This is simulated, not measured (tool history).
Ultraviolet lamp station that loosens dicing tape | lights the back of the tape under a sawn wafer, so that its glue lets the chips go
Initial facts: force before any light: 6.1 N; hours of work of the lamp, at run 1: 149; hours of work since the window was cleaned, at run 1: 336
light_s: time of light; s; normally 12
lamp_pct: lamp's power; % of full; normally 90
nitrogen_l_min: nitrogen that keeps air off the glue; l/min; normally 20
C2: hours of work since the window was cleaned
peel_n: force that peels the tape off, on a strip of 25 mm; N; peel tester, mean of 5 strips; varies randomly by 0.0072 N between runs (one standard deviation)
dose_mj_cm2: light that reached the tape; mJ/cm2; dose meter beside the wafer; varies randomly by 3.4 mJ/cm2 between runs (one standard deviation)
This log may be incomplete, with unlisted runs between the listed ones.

run 1 day=0.000 | light_s=12 lamp_pct=90 nitrogen_l_min=20 | hours_of_work_of_the_lamp=149 C2=336 | peel_n=0.411 dose_mj_cm2=434
run 2 day=0.312 | light_s=12 lamp_pct=90 nitrogen_l_min=29 | hours_of_work_of_the_lamp=153 C2=340 | peel_n=0.304 dose_mj_cm2=438
run 3 day=0.521 | light_s=12 lamp_pct=90 nitrogen_l_min=34 | hours_of_work_of_the_lamp=156 C2=343 | peel_n=0.292 dose_mj_cm2=438
run 4 day=0.712 | light_s=12 lamp_pct=90 nitrogen_l_min=21 | hours_of_work_of_the_lamp=159 C2=346 | peel_n=0.397 dose_mj_cm2=430
-- day=1.012 window cleaned of glue's vapour
run 5 day=1.125 | light_s=12 lamp_pct=90 nitrogen_l_min=21 | hours_of_work_of_the_lamp=164 C2=2 | peel_n=0.548 dose_mj_cm2=371
run 6 day=1.342 | light_s=13 lamp_pct=90 nitrogen_l_min=20 | hours_of_work_of_the_lamp=167 C2=5 | peel_n=0.474 dose_mj_cm2=406
run 7 day=1.775 | light_s=13 lamp_pct=90 nitrogen_l_min=20 | hours_of_work_of_the_lamp=173 C2=11 | peel_n=0.464 dose_mj_cm2=401
-- day=1.912 window cleaned of glue's vapour, once more
run 8 day=2.050 | light_s=13 lamp_pct=90 nitrogen_l_min=20 | hours_of_work_of_the_lamp=177 C2=2 | peel_n=0.236 dose_mj_cm2=552
run 9 day=2.396 | light_s=12 lamp_pct=90 nitrogen_l_min=20 | hours_of_work_of_the_lamp=182 C2=7 | peel_n=0.297 dose_mj_cm2=506
run 10 day=2.792 | light_s=12 lamp_pct=90 nitrogen_l_min=20 | hours_of_work_of_the_lamp=188 C2=12 | peel_n=0.304 dose_mj_cm2=512
run 11 day=3.162 | light_s=12 lamp_pct=90 nitrogen_l_min=20 | hours_of_work_of_the_lamp=193 C2=18 | peel_n=0.288 dose_mj_cm2=507
run 12 day=3.362 | light_s=12 lamp_pct=90 nitrogen_l_min=20 | hours_of_work_of_the_lamp=196 C2=20 | peel_n=0.300 dose_mj_cm2=506
run 13 day=3.688 | light_s=12 lamp_pct=90 nitrogen_l_min=6 | hours_of_work_of_the_lamp=200 C2=25 | peel_n=0.706 dose_mj_cm2=502
run 14 day=3.912 | light_s=12 lamp_pct=90 nitrogen_l_min=6 | hours_of_work_of_the_lamp=203 C2=28 | peel_n=0.690 dose_mj_cm2=502
run 15 day=4.321 | light_s=12 lamp_pct=90 nitrogen_l_min=6 | hours_of_work_of_the_lamp=209 C2=34 | peel_n=0.688 dose_mj_cm2=500
run 16 day=4.546 | light_s=12 lamp_pct=90 nitrogen_l_min=6 | hours_of_work_of_the_lamp=212 C2=37 | peel_n=0.731 dose_mj_cm2=499
run 17 day=4.771 | light_s=9 lamp_pct=90 nitrogen_l_min=6 | hours_of_work_of_the_lamp=216 C2=40 | peel_n=1.171 dose_mj_cm2=374
run 18 day=5.167 | light_s=12 lamp_pct=90 nitrogen_l_min=20 | hours_of_work_of_the_lamp=221 C2=46 | peel_n=0.308 dose_mj_cm2=501
run 19 day=5.538 | light_s=12 lamp_pct=90 nitrogen_l_min=20 | hours_of_work_of_the_lamp=226 C2=51 | peel_n=0.312 dose_mj_cm2=490
run 20 day=5.833 | light_s=12 lamp_pct=90 nitrogen_l_min=15 | hours_of_work_of_the_lamp=231 C2=55 | peel_n=0.377 dose_mj_cm2=484
run 21 day=6.100 | light_s=12 lamp_pct=90 nitrogen_l_min=20 | hours_of_work_of_the_lamp=234 C2=59 | peel_n=0.322 dose_mj_cm2=484
run 22 day=6.442 | light_s=12 lamp_pct=90 nitrogen_l_min=20 | hours_of_work_of_the_lamp=239 C2=64 | peel_n=0.311 dose_mj_cm2=487
run 23 day=6.638 | light_s=12 lamp_pct=90 nitrogen_l_min=20 | hours_of_work_of_the_lamp=242 C2=67 | peel_n=0.316 dose_mj_cm2=486
run 24 day=6.850 | light_s=12 lamp_pct=90 nitrogen_l_min=20 | hours_of_work_of_the_lamp=245 C2=70 | peel_n=0.323 dose_mj_cm2=487
run 25 day=7.079 | light_s=12 lamp_pct=61 nitrogen_l_min=20 | hours_of_work_of_the_lamp=248 C2=73 | peel_n=0.705 dose_mj_cm2=332
run 26 day=7.308 | light_s=17 lamp_pct=78 nitrogen_l_min=9 | hours_of_work_of_the_lamp=251 C2=76 | peel_n=0.361 dose_mj_cm2=591
run 27 day=7.588 | light_s=17 lamp_pct=78 nitrogen_l_min=9 | hours_of_work_of_the_lamp=255 C2=80 | peel_n=0.377 dose_mj_cm2=596
run 28 day=7.858 | light_s=17 lamp_pct=78 nitrogen_l_min=9 | hours_of_work_of_the_lamp=259 C2=84 | peel_n=0.365 dose_mj_cm2=590
run 29 day=8.054 | light_s=17 lamp_pct=78 nitrogen_l_min=9 | hours_of_work_of_the_lamp=262 C2=87 | peel_n=0.393 dose_mj_cm2=593
run 30 day=8.375 | light_s=17 lamp_pct=78 nitrogen_l_min=9 | hours_of_work_of_the_lamp=266 C2=91 | peel_n=0.378 dose_mj_cm2=585
run 31 day=8.688 | light_s=7 lamp_pct=98 nitrogen_l_min=9 | hours_of_work_of_the_lamp=271 C2=96 | peel_n=1.303 dose_mj_cm2=301
run 32 day=8.979 | light_s=11 lamp_pct=90 nitrogen_l_min=10 | hours_of_work_of_the_lamp=275 C2=100 | peel_n=0.661 dose_mj_cm2=433
run 33 day=9.354 | light_s=14 lamp_pct=90 nitrogen_l_min=10 | hours_of_work_of_the_lamp=280 C2=105 | peel_n=0.400 dose_mj_cm2=551
run 34 day=9.638 | light_s=11 lamp_pct=66 nitrogen_l_min=10 | hours_of_work_of_the_lamp=284 C2=109 | peel_n=1.164 dose_mj_cm2=315
run 35 day=9.996 | light_s=14 lamp_pct=64 nitrogen_l_min=10 | hours_of_work_of_the_lamp=289 C2=114 | peel_n=0.816 dose_mj_cm2=391
run 36 day=10.367 | light_s=14 lamp_pct=64 nitrogen_l_min=10 | hours_of_work_of_the_lamp=295 C2=119 | peel_n=0.795 dose_mj_cm2=392
run 37 day=10.746 | light_s=14 lamp_pct=64 nitrogen_l_min=18 | hours_of_work_of_the_lamp=300 C2=125 | peel_n=0.556 dose_mj_cm2=385
run 38 day=10.946 | light_s=7 lamp_pct=95 nitrogen_l_min=9 | hours_of_work_of_the_lamp=303 C2=128 | peel_n=1.412 dose_mj_cm2=287
run 39 day=11.258 | light_s=6 lamp_pct=65 nitrogen_l_min=25 | hours_of_work_of_the_lamp=307 C2=132 | peel_n=1.862 dose_mj_cm2=166
run 40 day=11.692 | light_s=6 lamp_pct=65 nitrogen_l_min=25 | hours_of_work_of_the_lamp=313 C2=138 | peel_n=1.866 dose_mj_cm2=166
run 41 day=12.029 | light_s=6 lamp_pct=99 nitrogen_l_min=39 | hours_of_work_of_the_lamp=318 C2=143 | peel_n=0.824 dose_mj_cm2=253
run 42 day=12.421 | light_s=12 lamp_pct=68 nitrogen_l_min=20 | hours_of_work_of_the_lamp=324 C2=148 | peel_n=0.636 dose_mj_cm2=344
run 43 day=12.617 | light_s=23 lamp_pct=93 nitrogen_l_min=20 | hours_of_work_of_the_lamp=326 C2=151 | peel_n=0.140 dose_mj_cm2=903

Each row is a separate what-if for the run after 43, all from the same tool condition, not one after another. Results?
run A day=12.950 | light_s=11 lamp_pct=71 nitrogen_l_min=12 | hours_of_work_of_the_lamp=331 C2=156 | peel_n=? dose_mj_cm2=?
run B day=12.950 | light_s=21 lamp_pct=82 nitrogen_l_min=20 | hours_of_work_of_the_lamp=331 C2=156 | peel_n=? dose_mj_cm2=?
run C day=12.950 | light_s=12 lamp_pct=90 nitrogen_l_min=6 | hours_of_work_of_the_lamp=331 C2=156 | peel_n=? dose_mj_cm2=?

run=A peel_n=0.916 dose_mj_cm2=330
run=B peel_n=0.157 dose_mj_cm2=726
run=C peel_n=0.873 dose_mj_cm2=456
Take away the tool's hidden state, keep each run's random variation, and the runs would have read:
run=A peel_n=0.669 dose_mj_cm2=393
run=B peel_n=0.134 dose_mj_cm2=864
run=C peel_n=0.627 dose_mj_cm2=543
